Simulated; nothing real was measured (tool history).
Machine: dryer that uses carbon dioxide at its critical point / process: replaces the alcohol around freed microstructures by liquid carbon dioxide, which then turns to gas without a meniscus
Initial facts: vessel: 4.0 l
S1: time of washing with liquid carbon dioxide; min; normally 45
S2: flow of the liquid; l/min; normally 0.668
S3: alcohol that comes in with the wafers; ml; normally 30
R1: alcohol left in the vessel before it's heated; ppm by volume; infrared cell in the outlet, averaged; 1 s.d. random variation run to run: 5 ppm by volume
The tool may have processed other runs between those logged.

Run 1, day 0: usual settings. Result: R1 81 ppm by volume.
Run 2, day 1.358: usual settings. Result: R1 85 ppm by volume.
Run 3, day 2.525: usual settings. Result: R1 82 ppm by volume.
Run 4, day 4.375: usual settings but S3 79 ml. Result: R1 135 ppm by volume.
Run 5, day 5.517: usual settings. Result: R1 96 ppm by volume.
Run 6, day 7.942: usual settings. Result: R1 103 ppm by volume.
Run 7, day 9.992: usual settings. Result: R1 103 ppm by volume.
Run 8, day 11.708: usual settings. Result: R1 108 ppm by volume.
Run 9, day 13.267: usual settings. Result: R1 114 ppm by volume.
Run 10, day 14.662: usual settings but S3 25 ml. Result: R1 123 ppm by volume.
Run 11, day 15.812: usual settings but S3 25 ml. Result: R1 117 ppm by volume.
Run 12, day 18.354: usual settings but S3 25 ml. Result: R1 134 ppm by volume.
Run 13, day 19.708: usual settings but S1 50 min. Result: R1 112 ppm by volume.
Run 14, day 22.083: usual settings but S1 50 min, S3 36 ml. Result: R1 133 ppm by volume.
Run 15, day 23.617: usual settings but S1 50 min, S3 36 ml. Result: R1 142 ppm by volume.
Run 16, day 25.258: usual settings but S2 0.448 l/min. Result: R1 299 ppm by volume.
Run 17, day 26.633: usual settings but S1 34 min, S3 35 ml. Result: R1 265 ppm by volume.
Run 18, day 27.779: usual settings but S2 0.821 l/min. Result: R1 134 ppm by volume.
At day 30.15: inlet filter changed.
Run 19, day 30.179: usual settings but S2 0.965 l/min, S3 22 ml. Result: R1 142 ppm by volume.
Run 20, day 32.2: usual settings but S3 31 ml. Result: R1 169 ppm by volume.
Run 21, day 33.762: usual settings but S3 31 ml. Result: R1 173 ppm by volume.
Run 22, day 35.442: usual settings but S2 0.939 l/min. Result: R1 151 ppm by volume.
Run 23, day 38.038: usual settings but S2 0.939 l/min. Result: R1 150 ppm by volume.
Run 24, day 39.892: usual settings but S1 67 min, S2 0.927 l/min, S3 39 ml. Result: R1 151 ppm by volume.
Run 25, day 42.279: usual settings but S1 41 min, S2 0.706 l/min, S3 27 ml. Result: R1 193 ppm by volume.
Run 26, day 43.75: usual settings but S1 41 min, S2 0.706 l/min, S3 27 ml. Result: R1 193 ppm by volume.
Run 27, day 46.104: usual settings but S1 58 min, S2 0.652 l/min, S3 116 ml. Result: R1 194 ppm by volume.
Run 28, day 48.467: usual settings but S2 0.652 l/min, S3 20 ml. Result: R1 207 ppm by volume.
Run 29, day 50.392: usual settings but S2 0.652 l/min, S3 20 ml. Result: R1 204 ppm by volume.
Run 30, day 52.962: usual settings but S1 58 min, S2 0.551 l/min, S3 20 ml. Result: R1 195 ppm by volume.
Run 31, day 54.742: usual settings but S1 40 min, S2 0.589 l/min, S3 53 ml. Result: R1 356 ppm by volume.
Run 32, day 57.396: usual settings but S2 0.666 l/min. Result: R1 234 ppm by volume.

Measured result minus the same run's result without the hidden state. Both carry the same run-to-run variation, though not necessarily the same gauge scatter:
Unlogged tool condition in this case: flow that reaches the vessel past the clogged filter, %; alcohol in the recycled carbon dioxide, ppm; drift of the gauge itself on alcohol_ppm, %.
run    R1
  1   +53
  2   +57
  3   +58
  4   +70
  5   +67
  6   +74
  7   +80
  8   +83
  9   +89
 10   +94
 11   +94
 12  +105
 13  +104
 14  +112
 15  +118
 16  +158
 17  +161
 18  +125
 19  +128
 20  +134
 21  +137
 22  +144
 23  +146
 24  +149
 25  +161
 26  +166
 27  +172
 28  +183
 29  +180
 30  +186
 31  +225
 32  +207

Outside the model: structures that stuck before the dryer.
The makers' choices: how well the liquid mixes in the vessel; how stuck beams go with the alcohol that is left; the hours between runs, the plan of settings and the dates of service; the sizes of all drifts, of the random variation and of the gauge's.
